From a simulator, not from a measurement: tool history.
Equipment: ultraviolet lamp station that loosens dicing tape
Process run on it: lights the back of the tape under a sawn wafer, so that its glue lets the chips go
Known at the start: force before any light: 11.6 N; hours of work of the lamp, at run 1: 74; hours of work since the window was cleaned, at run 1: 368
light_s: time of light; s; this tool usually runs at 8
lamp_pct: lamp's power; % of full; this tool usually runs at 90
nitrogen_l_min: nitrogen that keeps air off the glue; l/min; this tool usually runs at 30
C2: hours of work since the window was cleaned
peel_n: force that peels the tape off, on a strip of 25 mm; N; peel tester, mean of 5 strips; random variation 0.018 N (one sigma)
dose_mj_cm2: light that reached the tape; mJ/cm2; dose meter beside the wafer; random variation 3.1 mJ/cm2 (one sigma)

{"run": 1, "hour": 0.0, "light_s": 8, "lamp_pct": 90, "nitrogen_l_min": 30, "hours of work of the lamp": 74, "C2": 368, "peel_n": 1.162, "dose_mj_cm2": 420}
{"run": 2, "hour": 19.8, "light_s": 8, "lamp_pct": 90, "nitrogen_l_min": 30, "hours of work of the lamp": 82, "C2": 376, "peel_n": 1.157, "dose_mj_cm2": 419}
{"run": 3, "hour": 37.8, "light_s": 8, "lamp_pct": 67, "nitrogen_l_min": 30, "hours of work of the lamp": 90, "C2": 384, "peel_n": 1.962, "dose_mj_cm2": 311}
{"run": 4, "hour": 51.0, "light_s": 9, "lamp_pct": 67, "nitrogen_l_min": 30, "hours of work of the lamp": 96, "C2": 389, "peel_n": 1.681, "dose_mj_cm2": 348}
{"run": 5, "hour": 60.9, "light_s": 5, "lamp_pct": 67, "nitrogen_l_min": 30, "hours of work of the lamp": 100, "C2": 394, "peel_n": 4.004, "dose_mj_cm2": 189}
{"run": 6, "hour": 78.6, "light_s": 5, "lamp_pct": 67, "nitrogen_l_min": 30, "hours of work of the lamp": 108, "C2": 401, "peel_n": 3.97, "dose_mj_cm2": 195}
{"run": 7, "hour": 88.1, "light_s": 5, "lamp_pct": 67, "nitrogen_l_min": 30, "hours of work of the lamp": 112, "C2": 405, "peel_n": 3.963, "dose_mj_cm2": 190}
{"run": 8, "hour": 100.6, "light_s": 9, "lamp_pct": 67, "nitrogen_l_min": 30, "hours of work of the lamp": 117, "C2": 411, "peel_n": 1.716, "dose_mj_cm2": 345}
{"run": 9, "hour": 109.1, "light_s": 8, "lamp_pct": 90, "nitrogen_l_min": 30, "hours of work of the lamp": 121, "C2": 414, "peel_n": 1.203, "dose_mj_cm2": 405}
{"run": 10, "hour": 121.7, "light_s": 8, "lamp_pct": 90, "nitrogen_l_min": 17, "hours of work of the lamp": 126, "C2": 420, "peel_n": 1.567, "dose_mj_cm2": 405}
{"run": 11, "hour": 139.1, "light_s": 5, "lamp_pct": 90, "nitrogen_l_min": 17, "hours of work of the lamp": 134, "C2": 427, "peel_n": 3.266, "dose_mj_cm2": 254}
{"run": 12, "hour": 151.6, "light_s": 6, "lamp_pct": 65, "nitrogen_l_min": 27, "hours of work of the lamp": 139, "C2": 433, "peel_n": 3.539, "dose_mj_cm2": 216}
{"run": 13, "hour": 170.5, "light_s": 5, "lamp_pct": 80, "nitrogen_l_min": 20, "hours of work of the lamp": 147, "C2": 441, "peel_n": 3.602, "dose_mj_cm2": 220}
{"run": 14, "hour": 180.2, "light_s": 5, "lamp_pct": 80, "nitrogen_l_min": 20, "hours of work of the lamp": 151, "C2": 445, "peel_n": 3.654, "dose_mj_cm2": 225}
{"run": 15, "hour": 191.8, "light_s": 5, "lamp_pct": 81, "nitrogen_l_min": 42, "hours of work of the lamp": 156, "C2": 450, "peel_n": 3.063, "dose_mj_cm2": 227}
{"run": 16, "hour": 202.4, "light_s": 5, "lamp_pct": 85, "nitrogen_l_min": 46, "hours of work of the lamp": 161, "C2": 454, "peel_n": 2.84, "dose_mj_cm2": 239}
{"run": 17, "hour": 211.9, "light_s": 11, "lamp_pct": 66, "nitrogen_l_min": 29, "hours of work of the lamp": 165, "C2": 459, "peel_n": 1.287, "dose_mj_cm2": 400}
{"run": 18, "hour": 220.2, "light_s": 7, "lamp_pct": 66, "nitrogen_l_min": 29, "hours of work of the lamp": 168, "C2": 462, "peel_n": 2.848, "dose_mj_cm2": 255}

5 ways to go on from here, each from the tool as it stands after run 18. What would each give?
{"run": "A", "hour": 235.3, "light_s": 6, "lamp_pct": 66, "nitrogen_l_min": 41, "hours of work of the lamp": 175, "C2": 469, "peel_n": "?", "dose_mj_cm2": "?"}
{"run": "B", "hour": 235.3, "light_s": 8, "lamp_pct": 96, "nitrogen_l_min": 16, "hours of work of the lamp": 175, "C2": 469, "peel_n": "?", "dose_mj_cm2": "?"}
{"run": "C", "hour": 235.3, "light_s": 7, "lamp_pct": 66, "nitrogen_l_min": 47, "hours of work of the lamp": 175, "C2": 469, "peel_n": "?", "dose_mj_cm2": "?"}
{"run": "D", "hour": 235.3, "light_s": 5, "lamp_pct": 74, "nitrogen_l_min": 19, "hours of work of the lamp": 175, "C2": 469, "peel_n": "?", "dose_mj_cm2": "?"}
{"run": "E", "hour": 235.3, "light_s": 7, "lamp_pct": 94, "nitrogen_l_min": 30, "hours of work of the lamp": 175, "C2": 469, "peel_n": "?", "dose_mj_cm2": "?"}

run=A peel_n=3.080 dose_mj_cm2=212
run=B peel_n=1.493 dose_mj_cm2=424
run=C peel_n=2.487 dose_mj_cm2=256
run=D peel_n=4.167 dose_mj_cm2=202
run=E peel_n=1.556 dose_mj_cm2=362
With no hidden state in the tool, these same runs would have given:
run=A peel_n=2.407 dose_mj_cm2=254
run=B peel_n=1.024 dose_mj_cm2=505
run=C peel_n=1.857 dose_mj_cm2=305
run=D peel_n=3.420 dose_mj_cm2=241
run=E peel_n=1.072 dose_mj_cm2=432

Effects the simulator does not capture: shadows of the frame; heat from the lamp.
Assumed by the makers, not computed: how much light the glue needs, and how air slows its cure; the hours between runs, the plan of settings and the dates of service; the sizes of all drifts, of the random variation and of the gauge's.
